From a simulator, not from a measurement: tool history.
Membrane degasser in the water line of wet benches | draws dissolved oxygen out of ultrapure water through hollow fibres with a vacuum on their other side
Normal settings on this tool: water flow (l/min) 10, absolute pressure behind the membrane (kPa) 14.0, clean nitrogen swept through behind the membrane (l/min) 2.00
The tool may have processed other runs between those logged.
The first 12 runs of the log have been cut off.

| run | hour | water flow (l/min) | absolute pressure behind the membrane (kPa) | clean nitrogen swept through behind the membrane (l/min) | hours since the membrane was changed | hours since the vacuum gauge was calibrated | hours since the vacuum lines were made tight | dissolved oxygen in the water behind the degasser (ppb) | pressure that the water loses in the fibres (kPa) |
|---|---|---|---|---|---|---|---|---|---|
| 13 | 620.5 | 10 | 14.0 | 2.00 | 2479 | 4663 | 7992 | 147.0 | 62.88 |
| 14 | 659.5 | 10 | 14.0 | 2.00 | 2518 | 4702 | 8031 | 146.9 | 63.18 |
| 15 | 697.4 | 10 | 14.0 | 2.00 | 2556 | 4740 | 8069 | 146.7 | 62.80 |
| 16 | 760.3 | 10 | 14.0 | 2.00 | 2619 | 4803 | 8132 | 145.4 | 62.79 |
| 17 | 818.5 | 10 | 14.0 | 2.00 | 2677 | 4861 | 8190 | 146.0 | 63.33 |
| 18 | 896.5 | 10 | 14.0 | 3.71 | 2755 | 4939 | 8268 | 86.5 | 62.80 |
| 19 | 937.7 | 10 | 14.0 | 3.71 | 2796 | 4981 | 8310 | 85.7 | 62.49 |
|  | 945.4 | vacuum gauge calibrated |
| 20 | 973.9 | 10 | 14.0 | 3.71 | 2832 | 28 | 8345 | 84.3 | 63.05 |
| 21 | 1048.7 | 10 | 14.0 | 3.71 | 2906 | 103 | 8420 | 85.8 | 63.07 |
| 22 | 1089.5 | 10 | 14.0 | 3.71 | 2947 | 144 | 8461 | 86.9 | 63.01 |
| 23 | 1131.6 | 10 | 14.0 | 3.71 | 2989 | 186 | 8503 | 87.1 | 63.01 |
|  | 1191.6 | vacuum gauge calibrated, once more |
| 24 | 1198.5 | 10 | 14.0 | 3.71 | 3056 | 7 | 8569 | 83.5 | 63.47 |
| 25 | 1258.3 | 12 | 14.0 | 1.77 | 3115 | 67 | 8629 | 195.7 | 75.85 |
| 26 | 1323.6 | 6 | 9.3 | 1.77 | 3181 | 132 | 8695 | 54.7 | 37.69 |
| 27 | 1392.7 | 15 | 19.9 | 1.66 | 3250 | 201 | 8764 | 389.9 | 95.06 |
| 28 | 1470.4 | 14 | 20.3 | 1.68 | 3328 | 279 | 8841 | 366.6 | 88.67 |
| 29 | 1542.4 | 11 | 15.4 | 1.88 | 3400 | 351 | 8913 | 191.0 | 69.65 |
| 30 | 1607.4 | 11 | 15.4 | 1.88 | 3465 | 416 | 8978 | 191.0 | 69.92 |
| 31 | 1650.1 | 10 | 25.7 | 2.00 | 3507 | 459 | 9021 | 286.8 | 63.71 |

What if the next run were any one of these 5? Each begins from the tool's condition after run 31:
| A | 1724.7 | 8 | 8.7 | 2.00 | 3582 | 533 | 9096 | ? | ? |
| B | 1724.7 | 7 | 14.8 | 4.00 | 3582 | 533 | 9096 | ? | ? |
| C | 1724.7 | 14 | 17.3 | 3.48 | 3582 | 533 | 9096 | ? | ? |
| D | 1724.7 | 10 | 14.0 | 0.95 | 3582 | 533 | 9096 | ? | ? |
| E | 1724.7 | 6 | 17.7 | 3.32 | 3582 | 533 | 9096 | ? | ? |

| run | dissolved oxygen in the water behind the degasser (ppb) | pressure that the water loses in the fibres (kPa) |
|---|---|---|
| A | 62.5 | 50.71 |
| B | 56.7 | 44.25 |
| C | 174.2 | 88.95 |
| D | 279.1 | 63.16 |
| E | 71.5 | 38.36 |
Take away the tool's hidden state, keep each run's random variation, and the runs would have read:
| run | dissolved oxygen in the water behind the degasser (ppb) | pressure that the water loses in the fibres (kPa) |
|---|---|---|
| A | 58.9 | 49.33 |
| B | 53.2 | 43.05 |
| C | 166.0 | 86.52 |
| D | 269.4 | 61.44 |
| E | 66.8 | 37.32 |

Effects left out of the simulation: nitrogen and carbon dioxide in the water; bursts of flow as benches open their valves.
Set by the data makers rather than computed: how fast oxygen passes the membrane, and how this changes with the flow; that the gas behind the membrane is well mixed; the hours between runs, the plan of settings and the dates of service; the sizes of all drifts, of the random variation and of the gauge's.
